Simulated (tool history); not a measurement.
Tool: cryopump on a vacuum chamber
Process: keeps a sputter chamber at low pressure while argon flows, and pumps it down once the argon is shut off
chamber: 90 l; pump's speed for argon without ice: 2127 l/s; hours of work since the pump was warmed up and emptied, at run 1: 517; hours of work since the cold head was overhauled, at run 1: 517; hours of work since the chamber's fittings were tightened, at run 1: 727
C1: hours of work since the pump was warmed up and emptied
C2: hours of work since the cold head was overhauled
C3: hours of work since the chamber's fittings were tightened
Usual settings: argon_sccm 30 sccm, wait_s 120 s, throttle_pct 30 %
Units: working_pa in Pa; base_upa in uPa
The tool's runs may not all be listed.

run 1 day=0.000 | argon_sccm=30 wait_s=120 throttle_pct=30 | C1=517 C2=517 C3=727 | working_pa=0.0829 base_upa=0.84
run 2 day=1.312 | argon_sccm=30 wait_s=133 throttle_pct=30 | C1=536 C2=536 C3=746 | working_pa=0.0835 base_upa=0.81
run 3 day=2.375 | argon_sccm=30 wait_s=133 throttle_pct=30 | C1=551 C2=551 C3=761 | working_pa=0.0854 base_upa=0.81
run 4 day=3.521 | argon_sccm=30 wait_s=120 throttle_pct=30 | C1=568 C2=568 C3=778 | working_pa=0.0839 base_upa=0.88
run 5 day=4.896 | argon_sccm=30 wait_s=21 throttle_pct=30 | C1=588 C2=588 C3=798 | working_pa=0.0855 base_upa=1.57
run 6 day=5.775 | argon_sccm=30 wait_s=21 throttle_pct=30 | C1=600 C2=600 C3=810 | working_pa=0.0848 base_upa=1.62
run 7 day=6.738 | argon_sccm=30 wait_s=25 throttle_pct=30 | C1=614 C2=614 C3=824 | working_pa=0.0852 base_upa=1.52
run 8 day=7.925 | argon_sccm=30 wait_s=120 throttle_pct=30 | C1=631 C2=631 C3=841 | working_pa=0.0849 base_upa=0.92
run 9 day=9.079 | argon_sccm=30 wait_s=35 throttle_pct=18 | C1=648 C2=648 C3=858 | working_pa=0.1391 base_upa=1.32

Forecast run 10:
run 10 day=10.092 | argon_sccm=26 wait_s=32 throttle_pct=48 | C1=662 C2=662 C3=872 | working_pa=? base_upa=?

working_pa: 0.0480 Pa
base_upa: 1.37 uPa
Without the tool's hidden state the same run would have given working_pa 0.0428 Pa, base_upa 0.72 uPa.

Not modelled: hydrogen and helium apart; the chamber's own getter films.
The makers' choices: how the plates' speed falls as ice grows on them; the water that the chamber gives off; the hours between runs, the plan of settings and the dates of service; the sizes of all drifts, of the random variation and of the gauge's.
